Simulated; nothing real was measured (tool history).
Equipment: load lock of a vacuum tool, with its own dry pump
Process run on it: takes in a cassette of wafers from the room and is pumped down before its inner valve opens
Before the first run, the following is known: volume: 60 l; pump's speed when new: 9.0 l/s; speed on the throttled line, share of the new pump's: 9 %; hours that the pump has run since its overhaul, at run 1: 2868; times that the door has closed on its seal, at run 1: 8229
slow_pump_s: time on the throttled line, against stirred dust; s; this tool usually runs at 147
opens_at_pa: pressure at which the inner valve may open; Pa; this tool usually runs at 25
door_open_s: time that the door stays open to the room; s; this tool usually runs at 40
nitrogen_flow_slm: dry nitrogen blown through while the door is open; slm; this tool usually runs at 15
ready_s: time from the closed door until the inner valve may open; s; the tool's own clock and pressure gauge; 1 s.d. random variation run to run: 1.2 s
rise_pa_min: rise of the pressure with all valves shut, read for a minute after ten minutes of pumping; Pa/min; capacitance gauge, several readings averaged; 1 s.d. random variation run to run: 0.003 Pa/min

run    hour  slow_pump_s  opens_at_pa  door_open_s  nitrogen_flow_slm  hours that the pump has run since its overhaul  times that the door has closed on its seal  incoming humidity of the room's air, %  ready_s  rise_pa_min
  1       0          147           25           40                 15                                            2868                                        8229                                    46.3      193        0.062
  2     121          147           25           40                 15                                            2989                                        8655                                    44.6      193         0.06
  3   264.8          147           25           40                 15                                            3133                                        9161                                      46    192.1        0.063
  4   351.1          147           47           40                 15                                            3219                                        9465                                    45.4    185.6         0.06
  5   439.2          147           21           40                 15                                            3307                                        9775                                    44.6    194.5        0.062
  6   542.5          147           25          164                 15                                            3411                                       10139                                    44.8    192.7        0.138
  7   685.8          147           25          211                 15                                            3554                                       10643                                    44.3    194.7        0.152
  8   778.2          147           25           40                 10                                            3646                                       10969                                    49.1    193.2        0.069
  9   891.1           74           25          195                 10                                            3759                                       11366                                    45.6    125.6        0.164
 10   997.4           74           25          195                 10                                            3866                                       11740                                    43.7    127.1        0.165
 11    1064           74           25          195                 10                                            3932                                       11975                                    44.9    125.9        0.158
 12  1125.3          258           25           40                 35                                            3993                                       12191                                      44      294        0.057
 13  1198.3          258           25           40                 35                                            4066                                       12448                                    43.2    292.1        0.061
 14  1264.6          183           25           76                 15                                            4133                                       12681                                    47.3    225.1        0.098
 15  1360.3          127           32           32                 21                                            4228                                       13018                                    45.1    173.6        0.068

5 options for the next run, each taken on its own from the tool as it stands now. Forecast them:
  A  1476.4          119           25          166                 15                                            4344                                       13427                                    41.4        ?            ?
  B  1476.4          127           43           32                 21                                            4344                                       13427                                    42.8        ?            ?
  C  1476.4          244           19           28                 15                                            4344                                       13427                                    45.4        ?            ?
  D  1476.4          127           32           31                  7                                            4344                                       13427                                    46.4        ?            ?
  E  1476.4          127           32           32                 32                                            4344                                       13427                                    48.6        ?            ?

run  ready_s  rise_pa_min
  A    169.2        0.137
  B    170.8        0.064
  C    283.7        0.062
  D    174.1        0.077
  E    173.7        0.064
Had the tool no hidden state, the same runs would have come out as:
run  ready_s  rise_pa_min
  A    165.5        0.104
  B    167.5        0.031
  C    280.7        0.029
  D    170.6        0.044
  E    170.2        0.032
